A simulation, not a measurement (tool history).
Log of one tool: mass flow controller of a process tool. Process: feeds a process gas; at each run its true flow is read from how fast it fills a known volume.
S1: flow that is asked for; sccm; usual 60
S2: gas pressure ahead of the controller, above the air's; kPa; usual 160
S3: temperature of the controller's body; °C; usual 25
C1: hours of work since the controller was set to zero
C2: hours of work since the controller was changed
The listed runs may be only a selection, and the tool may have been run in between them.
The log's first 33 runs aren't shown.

run 34 hour=4176.1 | S1=28 S2=160 S3=25 | C1=984 C2=2907 | true_flow_(%)=96.81
run 35 hour=4290.2 | S1=14 S2=172 S3=25 | C1=1045 C2=2968 | true_flow_(%)=96.28
run 36 hour=4432.6 | S1=30 S2=199 S3=25 | C1=1121 C2=3045 | true_flow_(%)=96.97
run 37 hour=4516.7 | S1=86 S2=199 S3=25 | C1=1167 C2=3090 | true_flow_(%)=98.52
run 38 hour=4589.4 | S1=30 S2=219 S3=40 | C1=1205 C2=3128 | true_flow_(%)=95.54
run 39 hour=4761.2 | S1=30 S2=219 S3=40 | C1=1297 C2=3220 | true_flow_(%)=95.71
run 40 hour=4909 | S1=30 S2=219 S3=40 | C1=1377 C2=3300 | true_flow_(%)=95.58
run 41 hour=5059 | S1=17 S2=150 S3=25 | C1=1457 C2=3380 | true_flow_(%)=96.01
run 42 hour=5160.8 | S1=40 S2=182 S3=21 | C1=1511 C2=3435 | true_flow_(%)=97.36
run 43 hour=5303.6 | S1=40 S2=182 S3=21 | C1=1588 C2=3511 | true_flow_(%)=97.4
run 44 hour=5416.8 | S1=60 S2=160 S3=29 | C1=1649 C2=3572 | true_flow_(%)=97.1
run 45 hour=5497.5 | S1=60 S2=252 S3=25 | C1=1692 C2=3615 | true_flow_(%)=97.85
run 46 hour=5651.8 | S1=60 S2=252 S3=25 | C1=1774 C2=3697 | true_flow_(%)=97.78
run 47 hour=5766.6 | S1=62 S2=257 S3=38 | C1=1836 C2=3759 | true_flow_(%)=96.64

Forecast each of these 4 alternatives for the next run:
run A hour=5863.5 | S1=41 S2=182 S3=25 | C1=1888 C2=3811 | true_flow_(%)=?
run B hour=5863.5 | S1=62 S2=255 S3=38 | C1=1888 C2=3811 | true_flow_(%)=?
run C hour=5863.5 | S1=27 S2=160 S3=26 | C1=1888 C2=3811 | true_flow_(%)=?
run D hour=5863.5 | S1=62 S2=213 S3=25 | C1=1888 C2=3811 | true_flow_(%)=?

run=A true_flow_(%)=96.98
run=B true_flow_(%)=96.66
run=C true_flow_(%)=96.17
run=D true_flow_(%)=97.55
Had the tool no hidden state, the same runs would have come out as:
run=A true_flow_(%)=98.73
run=B true_flow_(%)=98.28
run=C true_flow_(%)=98.1
run=D true_flow_(%)=99.17
